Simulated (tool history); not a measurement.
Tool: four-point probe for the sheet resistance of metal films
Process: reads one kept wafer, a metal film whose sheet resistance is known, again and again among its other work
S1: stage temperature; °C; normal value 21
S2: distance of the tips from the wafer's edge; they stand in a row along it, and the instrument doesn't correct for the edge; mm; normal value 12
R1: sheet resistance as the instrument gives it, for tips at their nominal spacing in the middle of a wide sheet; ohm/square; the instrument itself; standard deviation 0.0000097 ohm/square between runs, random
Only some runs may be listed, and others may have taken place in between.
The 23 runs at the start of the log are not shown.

| run | hour | S1 | S2 | R1 |
|---|---|---|---|---|
| 24 | 1290.8 | 20 | 3 | 0.052569 |
| 25 | 1352.4 | 24 | 12 | 0.048630 |
| 26 | 1417.5 | 24 | 12 | 0.048657 |
| 27 | 1486.3 | 30 | 7 | 0.049197 |
| 28 | 1531.5 | 29 | 68 | 0.048367 |
| 29 | 1566.3 | 21 | 11 | 0.048729 |
| 30 | 1624.4 | 22 | 14 | 0.048606 |
| 31 | 1688.4 | 29 | 62 | 0.048381 |
| 32 | 1721.5 | 25 | 12 | 0.048707 |
| 33 | 1790.7 | 25 | 12 | 0.048679 |
| 34 | 1837.2 | 25 | 12 | 0.048702 |
| 35 | 1874.2 | 25 | 12 | 0.048693 |
| 36 | 1943.7 | 25 | 55 | 0.048450 |
| 37 | 2022.4 | 21 | 46 | 0.048469 |
| 38 | 2077.2 | 22 | 34 | 0.048488 |
| 39 | 2143.2 | 18 | 8 | 0.049135 |
| 40 | 2206.1 | 18 | 8 | 0.049137 |
| 41 | 2272.8 | 20 | 38 | 0.048519 |
| 42 | 2342.1 | 18 | 16 | 0.048679 |
| 43 | 2399.7 | 28 | 12 | 0.048775 |
| 44 | 2432.2 | 24 | 7 | 0.049345 |

What if the next run were any one of these 3? Each begins from the tool's condition after run 44:
| A | 2500.7 | 32 | 10 | ? |
| B | 2500.7 | 30 | 29 | ? |
| C | 2500.7 | 20 | 17 | ? |

| run | R1 |
|---|---|
| A | 0.048891 |
| B | 0.048550 |
| C | 0.048665 |
With the hidden condition removed and each run's random variation left untouched, the same runs would have given:
| run | R1 |
|---|---|
| A | 0.048374 |
| B | 0.048036 |
| C | 0.048149 |
